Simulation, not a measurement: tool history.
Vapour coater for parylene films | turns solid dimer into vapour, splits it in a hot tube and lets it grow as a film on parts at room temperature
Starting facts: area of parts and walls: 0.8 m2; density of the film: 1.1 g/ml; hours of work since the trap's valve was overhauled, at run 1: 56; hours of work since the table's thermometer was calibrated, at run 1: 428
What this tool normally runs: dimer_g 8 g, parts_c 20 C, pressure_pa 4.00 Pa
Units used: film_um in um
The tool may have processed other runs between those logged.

run,hour,dimer_g,parts_c,pressure_pa,hours of work since the trap's valve was overhauled,hours of work since the table's thermometer was calibrated,film_um
1,0.0,8,20,4.00,56,428,6.97
2,19.1,3,20,4.00,67,440,2.54
3,32.2,3,20,4.00,76,448,2.55
4,46.8,3,20,4.00,84,457,2.53
5,67.2,8,20,4.00,97,469,6.88
6,83.1,8,20,4.95,107,479,6.52
7,98.2,8,20,4.95,116,488,6.63
8,117.4,8,20,4.95,128,500,6.58
9,129.8,8,20,4.95,135,508,6.50
10,150.8,8,20,4.95,148,520,6.48
11,163.8,8,20,4.95,156,528,6.53
12,186.8,8,20,4.95,170,542,6.56
13,202.4,8,20,7.86,180,552,6.01
14,220.7,8,20,7.86,191,563,6.02
15,232.3,8,20,7.86,198,570,5.99
16,255.2,8,20,7.86,212,584,5.98
17,270.4,8,20,7.86,222,594,5.89
18,289.7,10,20,4.34,233,606,8.29
19,309.2,3,20,2.34,245,618,2.71
20,324.2,6,20,2.66,255,627,5.41
21,344.6,6,20,2.66,267,639,5.39
22,365.4,10,20,4.00,280,652,8.38
# hour 371.2: trap's valve overhauled
23,385.7,11,24,4.00,9,662,7.26
24,408.6,11,13,3.54,23,676,11.02
# hour 434.9: trap's valve overhauled, once more
25,434.9,11,17,5.23,0,690,10.94
26,457.8,8,15,5.23,14,704,8.67
27,477.8,3,12,10.06,26,716,3.26
28,500.2,5,28,4.00,40,730,3.00
29,510.7,5,31,3.75,47,736,2.58
30,530.2,7,31,3.75,58,748,3.62
31,546.1,5,24,6.25,68,758,3.33

Hidden state or all else? Some run-to-run changes of film_um, split into what the settings, what came in and random variation would give without the hidden state, and what is left for the hidden state (with any gauge scatter that isn't in both results):
Hidden conditions of the tool in this case: vapour lost through the trap's worn valve, %; true temperature of the parts over the reading, C; drift of the gauge itself on film_um, %.
Run 1 -> 2: dimer_g 8 -> 3. film_um -4.43 um: hidden state -0.03, all else -4.40.
Run 18 -> 19: dimer_g 10 -> 3, pressure_pa 4.34 -> 2.34. film_um -5.58 um: hidden state +0.13, all else -5.71.
Run 23 -> 24: parts_c 24 -> 13, pressure_pa 4.00 -> 3.54. film_um +3.76 um: hidden state -0.70, all else +4.46.
Run 24 -> 25: parts_c 13 -> 17, pressure_pa 3.54 -> 5.23, trap's valve overhauled, once more. film_um -0.08 um: hidden state +1.55, all else -1.63.
Run 26 -> 27: dimer_g 8 -> 3, parts_c 15 -> 12, pressure_pa 5.23 -> 10.06. film_um -5.41 um: hidden state -0.24, all else -5.17.

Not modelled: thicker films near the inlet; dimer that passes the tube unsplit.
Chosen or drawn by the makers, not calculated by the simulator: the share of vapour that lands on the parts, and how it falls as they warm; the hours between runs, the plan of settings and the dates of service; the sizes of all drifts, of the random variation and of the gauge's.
